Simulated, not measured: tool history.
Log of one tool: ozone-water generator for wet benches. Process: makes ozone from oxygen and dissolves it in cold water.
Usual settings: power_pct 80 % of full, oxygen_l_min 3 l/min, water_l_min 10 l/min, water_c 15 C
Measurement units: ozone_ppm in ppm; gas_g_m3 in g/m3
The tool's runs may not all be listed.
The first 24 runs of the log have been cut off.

run	hour	power_pct	oxygen_l_min	water_l_min	water_c	ozone_ppm	gas_g_m3
25	2833.5	80	3.22	10	14	29.4	212.9
26	2989.3	80	3.22	10	14	28.9	213.7
# hour 3010.7: water thermometer calibrated
27	3122	57	3	10	15	22.4	170
28	3203.7	57	3	10	15	22.2	169
29	3278.2	80	3.24	8	20	30.8	210.3
30	3415.9	42	3.24	9	15	18.8	131.9
31	3568.4	42	3.24	9	15	19.3	133.9
32	3714.7	80	3.27	9	15	30.8	209.9
33	3841.9	80	3.27	9	15	30.6	209.3
34	4002.3	65	2.75	15	23	15	190.5

Below are 3 alternative next runs, each starting from the tool's condition after run 34. Predict each:
A	4141.4	43	1.84	15	13	?	?
B	4141.4	70	3	10	15	?	?
C	4141.4	80	5.23	10	15	?	?

run	ozone_ppm	gas_g_m3
A	10.8	164
B	25.3	193.5
C	29.6	176.8
Without the tool's hidden state the same runs would have given:
run	ozone_ppm	gas_g_m3
A	11.9	172.9
B	28.4	210.3
C	33.6	193.6

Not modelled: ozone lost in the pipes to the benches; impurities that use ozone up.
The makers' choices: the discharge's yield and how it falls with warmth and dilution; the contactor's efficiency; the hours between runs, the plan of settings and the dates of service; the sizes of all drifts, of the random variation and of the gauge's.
